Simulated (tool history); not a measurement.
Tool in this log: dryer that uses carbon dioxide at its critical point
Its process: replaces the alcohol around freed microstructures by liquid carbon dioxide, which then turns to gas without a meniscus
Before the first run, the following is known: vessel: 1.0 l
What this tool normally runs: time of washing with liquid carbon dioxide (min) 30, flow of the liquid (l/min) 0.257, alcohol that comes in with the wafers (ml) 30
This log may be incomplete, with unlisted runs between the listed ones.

run	day	time of washing with liquid carbon dioxide (min)	flow of the liquid (l/min)	alcohol that comes in with the wafers (ml)	alcohol left in the vessel before it's heated (ppm by volume)
1	0.000	30	0.257	30	237
# day 1.200: purifier's bed changed
2	2.192	20	0.257	30	832
3	3.646	20	0.257	30	861
4	6.092	20	0.257	30	866
5	8.171	30	0.257	30	179
6	9.542	30	0.348	30	35
7	10.833	30	0.348	30	39
8	12.208	30	0.348	30	42
9	14.879	30	0.348	30	44
10	16.575	30	0.257	30	182
11	19.233	30	0.257	30	205
12	21.262	30	0.257	27	186
13	23.125	30	0.257	27	196
# day 25.842: inlet filter changed
14	25.842	46	0.257	30	41
15	27.758	42	0.257	57	61
16	29.742	26	0.257	64	498
17	32.154	26	0.257	64	523
18	33.496	26	0.257	64	531
19	34.946	30	0.241	88	511
20	37.650	30	0.241	88	561
21	39.071	30	0.166	30	966
22	41.783	48	0.189	86	202
23	44.400	18	0.166	68	8593
24	46.808	30	0.155	37	1557
25	49.329	30	0.331	88	145
26	51.412	19	0.172	94	10279

Forecast each of these 5 alternatives for the next run:
A	54.271	19	0.172	103	?
B	54.271	35	0.230	98	?
C	54.271	27	0.235	54	?
D	54.271	38	0.270	45	?
E	54.271	19	0.172	22	?

run	alcohol left in the vessel before it's heated (ppm by volume)
A	10880
B	415
C	703
D	114
E	2416
Take away the tool's hidden state, keep each run's random variation, and the runs would have read:
run	alcohol left in the vessel before it's heated (ppm by volume)
A	9428
B	244
C	483
D	27
E	2043
